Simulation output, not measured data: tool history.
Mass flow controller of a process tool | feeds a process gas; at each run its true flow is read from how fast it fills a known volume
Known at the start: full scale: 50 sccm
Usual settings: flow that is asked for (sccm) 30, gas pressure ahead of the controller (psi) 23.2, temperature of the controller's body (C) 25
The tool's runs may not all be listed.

run     hour  flow that is asked for (sccm)  gas pressure ahead of the controller (psi)  temperature of the controller's body (C)  true flow (%)
  1      0.0                             30                                        23.2                                        25         101.37
  2    480.3                             30                                        22.6                                        25         101.56
  3    998.1                             30                                        22.6                                        25         101.60
  4   1333.3                             47                                        22.6                                        25         101.51
  5   1756.1                             47                                        22.6                                        25         101.60
  6   2238.3                             47                                        22.6                                        25         101.74
  7   2750.1                             47                                        22.6                                        25         101.49
  8   3027.3                             30                                        23.2                                        25         101.28
  9   3584.1                             30                                        32.2                                        25         100.97
 10   3918.9                             30                                        23.2                                        23         101.50
 11   4197.5                             30                                        33.4                                        25         101.21
 12   4537.2                             30                                        33.4                                        23         100.93
 13   4974.4                             30                                        33.4                                        36         101.86
 14   5413.9                             30                                        23.2                                        35         102.35
 15   5925.3                             30                                        23.2                                        25         101.88
 16   6362.9                             30                                        23.2                                        25         102.02
 17   6796.5                             30                                        23.2                                        25         102.01
 18   7334.8                             30                                        23.2                                        25         102.27
 19   7562.4                             30                                        23.2                                        25         102.17
 20   7926.3                             30                                        23.2                                        25         102.35
 21   8322.8                             30                                        34.1                                        25         101.88
 22   8828.7                             30                                        34.1                                        25         101.96
 23   9322.8                             30                                        34.1                                        23         101.87
 24   9575.8                             30                                        34.1                                        23         101.87
 25   9858.8                             30                                        23.2                                        25         102.58
 26  10099.3                             30                                        23.2                                        25         102.83
 27  10359.9                             48                                        23.5                                        31         102.97
 28  10896.3                             26                                        23.1                                        31         103.28
 29  11437.0                             26                                        23.1                                        31         103.46
 30  11671.6                             26                                        23.1                                        31         103.44
 31  11915.7                             26                                        23.1                                        31         102.55
 32  12445.0                             26                                        23.1                                        31         102.61
 33  12960.0                             22                                        29.2                                        26         102.12
 34  13449.6                             22                                        29.2                                        26         102.13
 35  14009.5                             22                                        29.2                                        26         102.42
 36  14577.5                             19                                        29.2                                        24         102.36
 37  15097.9                             20                                        24.5                                        29         103.10
 38  15533.8                             20                                        24.5                                        29         102.98
 39  16054.2                             24                                        23.2                                        25         103.08
 40  16405.7                             24                                        23.2                                        25         103.10
 41  16734.1                             24                                        23.2                                        25         103.31
 42  16998.2                             24                                        23.2                                        25         103.31
 43  17444.5                             24                                        23.2                                        25         103.30
 44  17800.1                             24                                        23.2                                        25         103.52
 45  18193.0                             30                                        38.3                                        25         102.78
 46  18433.4                             30                                        21.3                                        36         104.08
 47  18809.0                             40                                        40.3                                        25         102.74
 48  19094.1                             48                                        28.7                                        22         103.17
 49  19653.6                             30                                        33.8                                        27         103.17

Taken out of this log: 2 entries between the listed runs. Where each belongs, and how the hidden state differs across it:
Between runs 6 and 7: controller's zero set anew (hour 2345.2)
  flow at rest that the sensor doesn't see, % of full scale: 0.416 -> 0.082; true flow over the shown one, %: 1.07 -> 1.13
  measured less the result without the state, true flow (%): +1.51 -> +1.22
Between runs 30 and 31: controller's zero set anew (hour 11698.3)
  flow at rest that the sensor doesn't see, % of full scale: 0.513 -> 0.022; true flow over the shown one, %: 2.12 -> 2.15
  measured less the result without the state, true flow (%): +3.11 -> +2.19

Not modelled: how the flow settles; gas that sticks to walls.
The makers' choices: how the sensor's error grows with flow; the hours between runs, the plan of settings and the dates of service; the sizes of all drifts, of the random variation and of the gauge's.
